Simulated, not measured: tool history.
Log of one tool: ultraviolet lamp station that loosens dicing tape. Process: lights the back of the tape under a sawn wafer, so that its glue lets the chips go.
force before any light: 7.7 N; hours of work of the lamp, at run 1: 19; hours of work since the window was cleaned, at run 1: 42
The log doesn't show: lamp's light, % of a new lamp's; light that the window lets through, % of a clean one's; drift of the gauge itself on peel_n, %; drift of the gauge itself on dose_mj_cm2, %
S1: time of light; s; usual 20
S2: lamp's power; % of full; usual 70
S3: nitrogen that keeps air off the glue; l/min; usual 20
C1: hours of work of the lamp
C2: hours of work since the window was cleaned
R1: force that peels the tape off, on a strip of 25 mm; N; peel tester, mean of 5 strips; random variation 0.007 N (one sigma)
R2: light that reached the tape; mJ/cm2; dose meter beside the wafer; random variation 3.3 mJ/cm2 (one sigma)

Run 1, hour 0.0: usual settings; C1 19; C2 42. Result: R1 0.271 N, R2 506 mJ/cm2.
Run 2, hour 12.4: usual settings; C1 26; C2 48. Result: R1 0.267 N, R2 508 mJ/cm2.
Run 3, hour 19.0: usual settings; C1 29; C2 51. Result: R1 0.268 N, R2 507 mJ/cm2.
Run 4, hour 28.5: usual settings; C1 34; C2 56. Result: R1 0.267 N, R2 502 mJ/cm2.
Run 5, hour 35.4: usual settings; C1 38; C2 60. Result: R1 0.287 N, R2 505 mJ/cm2.
Run 6, hour 49.6: usual settings but S3 29 l/min; C1 45; C2 67. Result: R1 0.218 N, R2 494 mJ/cm2.
Run 7, hour 63.5: usual settings but S3 29 l/min; C1 53; C2 75. Result: R1 0.227 N, R2 493 mJ/cm2.
Run 8, hour 76.7: usual settings but S3 29 l/min; C1 60; C2 82. Result: R1 0.235 N, R2 490 mJ/cm2.
Run 9, hour 90.3: usual settings but S3 29 l/min; C1 67; C2 89. Result: R1 0.235 N, R2 485 mJ/cm2.
Run 10, hour 102.0: usual settings but S3 29 l/min; C1 73; C2 95. Result: R1 0.245 N, R2 485 mJ/cm2.
Run 11, hour 113.7: usual settings but S3 29 l/min; C1 79; C2 101. Result: R1 0.247 N, R2 487 mJ/cm2.
Run 12, hour 121.7: usual settings; C1 83; C2 105. Result: R1 0.295 N, R2 486 mJ/cm2.
Run 13, hour 132.5: usual settings; C1 89; C2 111. Result: R1 0.293 N, R2 472 mJ/cm2.
Run 14, hour 147.4: usual settings; C1 96; C2 119. Result: R1 0.319 N, R2 473 mJ/cm2.
Run 15, hour 155.5: usual settings but S3 8 l/min; C1 101; C2 123. Result: R1 0.609 N, R2 471 mJ/cm2.
Run 16, hour 171.0: usual settings but S3 8 l/min; C1 109; C2 131. Result: R1 0.615 N, R2 472 mJ/cm2.
Run 17, hour 185.1: usual settings but S3 8 l/min; C1 116; C2 138. Result: R1 0.614 N, R2 466 mJ/cm2.
Run 18, hour 197.7: usual settings but S3 12 l/min; C1 123; C2 145. Result: R1 0.441 N, R2 465 mJ/cm2.
Run 19, hour 212.6: usual settings but S3 12 l/min; C1 130; C2 153. Result: R1 0.460 N, R2 466 mJ/cm2.
Run 20, hour 226.0: usual settings but S3 12 l/min; C1 137; C2 160. Result: R1 0.471 N, R2 456 mJ/cm2.
Run 21, hour 235.9: usual settings but S3 12 l/min; C1 143; C2 165. Result: R1 0.498 N, R2 454 mJ/cm2.
Run 22, hour 246.4: usual settings but S3 12 l/min; C1 148; C2 170. Result: R1 0.476 N, R2 451 mJ/cm2.
Run 23, hour 260.4: usual settings but S2 75 % of full; C1 155; C2 178. Result: R1 0.302 N, R2 480 mJ/cm2.
Run 24, hour 269.4: usual settings but S3 8 l/min; C1 160; C2 182. Result: R1 0.642 N, R2 451 mJ/cm2.
Run 25, hour 278.6: usual settings but S3 8 l/min; C1 165; C2 187. Result: R1 0.700 N, R2 458 mJ/cm2.
Run 26, hour 289.7: usual settings but S1 31 s, S3 25 l/min; C1 171; C2 193. Result: R1 0.124 N, R2 693 mJ/cm2.
Run 27, hour 297.6: usual settings but S1 31 s, S3 25 l/min; C1 175; C2 197. Result: R1 0.126 N, R2 698 mJ/cm2.
Run 28, hour 305.9: usual settings but S1 14 s, S2 98 % of full, S3 25 l/min; C1 179; C2 201. Result: R1 0.337 N, R2 436 mJ/cm2.
Run 29, hour 316.1: usual settings but S1 23 s, S2 69 % of full; C1 185; C2 207. Result: R1 0.271 N, R2 500 mJ/cm2.
Run 30, hour 322.7: usual settings but S1 23 s, S2 69 % of full; C1 188; C2 210. Result: R1 0.280 N, R2 499 mJ/cm2.
Run 31, hour 329.2: usual settings but S1 17 s, S2 66 % of full; C1 191; C2 213. Result: R1 0.654 N, R2 353 mJ/cm2.
Run 32, hour 336.2: usual settings but S2 87 % of full, S3 10 l/min; C1 195; C2 217. Result: R1 0.361 N, R2 543 mJ/cm2.
Run 33, hour 348.5: usual settings but S1 13 s, S2 89 % of full, S3 10 l/min; C1 201; C2 224. Result: R1 0.933 N, R2 359 mJ/cm2.
Run 34, hour 355.6: usual settings but S1 19 s, S2 69 % of full; C1 205; C2 227. Result: R1 0.443 N, R2 407 mJ/cm2.
Run 35, hour 362.4: usual settings but S1 19 s, S2 86 % of full; C1 209; C2 231. Result: R1 0.273 N, R2 504 mJ/cm2.
Run 36, hour 375.9: usual settings but S1 22 s, S2 65 % of full, S3 7 l/min; C1 216; C2 238. Result: R1 0.818 N, R2 434 mJ/cm2.
Run 37, hour 390.3: usual settings but S1 22 s, S2 65 % of full, S3 7 l/min; C1 223; C2 245. Result: R1 0.785 N, R2 435 mJ/cm2.
Run 38, hour 401.8: usual settings but S2 88 % of full; C1 229; C2 251. Result: R1 0.244 N, R2 535 mJ/cm2.
Run 39, hour 413.0: usual settings but S2 88 % of full; C1 235; C2 257. Result: R1 0.239 N, R2 529 mJ/cm2.
At hour 426.7: window cleaned of glue's vapour.
Run 40, hour 426.7: usual settings but S1 18 s, S2 91 % of full; C1 242; C2 0. Result: R1 0.184 N, R2 581 mJ/cm2.
Run 41, hour 436.5: usual settings but S1 18 s, S2 91 % of full; C1 247; C2 5. Result: R1 0.181 N, R2 572 mJ/cm2.
Run 42, hour 452.3: usual settings but S1 18 s, S2 91 % of full; C1 255; C2 13. Result: R1 0.195 N, R2 579 mJ/cm2.
Run 43, hour 460.8: usual settings but S2 93 % of full, S3 31 l/min; C1 260; C2 18. Result: R1 0.130 N, R2 642 mJ/cm2.

4 ways to go on from here, each from the tool as it stands after run 43. What would each give?
Run A, hour 473.2: usual settings but S1 12 s, S2 86 % of full; C1 266; C2 24. Result: R1 ?, R2 ?.
Run B, hour 473.2: usual settings but S3 24 l/min; C1 266; C2 24. Result: R1 ?, R2 ?.
Run C, hour 473.2: usual settings but S1 15 s, S2 77 % of full, S3 27 l/min; C1 266; C2 24. Result: R1 ?, R2 ?.
Run D, hour 473.2: usual settings but S2 81 % of full; C1 266; C2 24. Result: R1 ?, R2 ?.

run     R1   R2
  A  0.618  359
  B  0.248  484
  C  0.392  404
  D  0.205  562
Without the tool's hidden state the same runs would have given:
run     R1   R2
  A  0.523  386
  B  0.208  521
  C  0.328  434
  D  0.175  604

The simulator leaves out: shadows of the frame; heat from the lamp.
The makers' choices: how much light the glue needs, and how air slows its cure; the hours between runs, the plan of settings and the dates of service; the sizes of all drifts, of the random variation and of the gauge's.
